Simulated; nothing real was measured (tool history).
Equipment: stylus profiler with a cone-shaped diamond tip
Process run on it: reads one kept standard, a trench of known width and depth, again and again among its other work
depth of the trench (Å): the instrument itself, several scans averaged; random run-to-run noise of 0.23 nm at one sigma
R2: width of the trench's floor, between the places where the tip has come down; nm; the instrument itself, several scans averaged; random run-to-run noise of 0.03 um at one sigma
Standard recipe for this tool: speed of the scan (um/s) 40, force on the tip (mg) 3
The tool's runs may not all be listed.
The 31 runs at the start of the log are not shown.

{"run": 32, "day": 80.046, "speed of the scan (um/s)": 98, "force on the tip (mg)": 1.12, "depth of the trench (Å)": 10062.8, "R2": 25390}
{"run": 33, "day": 81.754, "speed of the scan (um/s)": 98, "force on the tip (mg)": 1.12, "depth of the trench (Å)": 10065.9, "R2": 25430}
{"run": 34, "day": 85.208, "speed of the scan (um/s)": 41, "force on the tip (mg)": 3.7, "depth of the trench (Å)": 10124.4, "R2": 26070}
{"run": 35, "day": 88.238, "speed of the scan (um/s)": 41, "force on the tip (mg)": 3.7, "depth of the trench (Å)": 10129, "R2": 26030}
{"run": 36, "day": 91.55, "speed of the scan (um/s)": 44, "force on the tip (mg)": 8.39, "depth of the trench (Å)": 10206.6, "R2": 26100}
{"run": 37, "day": 94.775, "speed of the scan (um/s)": 72, "force on the tip (mg)": 6.09, "depth of the trench (Å)": 10174.6, "R2": 25930}
{"run": 38, "day": 96.821, "speed of the scan (um/s)": 12, "force on the tip (mg)": 4.43, "depth of the trench (Å)": 10143.1, "R2": 26060}
{"run": 39, "day": 100.083, "speed of the scan (um/s)": 17, "force on the tip (mg)": 2.59, "depth of the trench (Å)": 10110.7, "R2": 25960}
{"run": 40, "day": 102.546, "speed of the scan (um/s)": 60, "force on the tip (mg)": 3.58, "depth of the trench (Å)": 10133.1, "R2": 25860}
{"run": 41, "day": 105.812, "speed of the scan (um/s)": 60, "force on the tip (mg)": 3.58, "depth of the trench (Å)": 10128.2, "R2": 25810}
{"run": 42, "day": 107.733, "speed of the scan (um/s)": 60, "force on the tip (mg)": 3.58, "depth of the trench (Å)": 10130.7, "R2": 25810}
{"run": 43, "day": 110.271, "speed of the scan (um/s)": 60, "force on the tip (mg)": 3.58, "depth of the trench (Å)": 10139.1, "R2": 25790}
{"run": 44, "day": 111.896, "speed of the scan (um/s)": 52, "force on the tip (mg)": 2.48, "depth of the trench (Å)": 10115.9, "R2": 25750}
{"run": 45, "day": 115.129, "speed of the scan (um/s)": 58, "force on the tip (mg)": 7.05, "depth of the trench (Å)": 10202, "R2": 25810}
{"run": 46, "day": 118.604, "speed of the scan (um/s)": 58, "force on the tip (mg)": 7.05, "depth of the trench (Å)": 10196.6, "R2": 25840}

Predict each of these 3 candidate next runs independently; none follows another, all start after run 46:
{"run": "A", "day": 121.204, "speed of the scan (um/s)": 10, "force on the tip (mg)": 3.23, "depth of the trench (Å)": "?", "R2": "?"}
{"run": "B", "day": 121.204, "speed of the scan (um/s)": 19, "force on the tip (mg)": 3.66, "depth of the trench (Å)": "?", "R2": "?"}
{"run": "C", "day": 121.204, "speed of the scan (um/s)": 17, "force on the tip (mg)": 4.35, "depth of the trench (Å)": "?", "R2": "?"}

run=A depth_of_the_trench_(Å)=10133.4 R2=25870
run=B depth_of_the_trench_(Å)=10142.3 R2=25920
run=C depth_of_the_trench_(Å)=10155.7 R2=25900
Without the tool's hidden state the same runs would have given:
run=A depth_of_the_trench_(Å)=10097.4 R2=26400
run=B depth_of_the_trench_(Å)=10106.2 R2=26450
run=C depth_of_the_trench_(Å)=10119.6 R2=26430

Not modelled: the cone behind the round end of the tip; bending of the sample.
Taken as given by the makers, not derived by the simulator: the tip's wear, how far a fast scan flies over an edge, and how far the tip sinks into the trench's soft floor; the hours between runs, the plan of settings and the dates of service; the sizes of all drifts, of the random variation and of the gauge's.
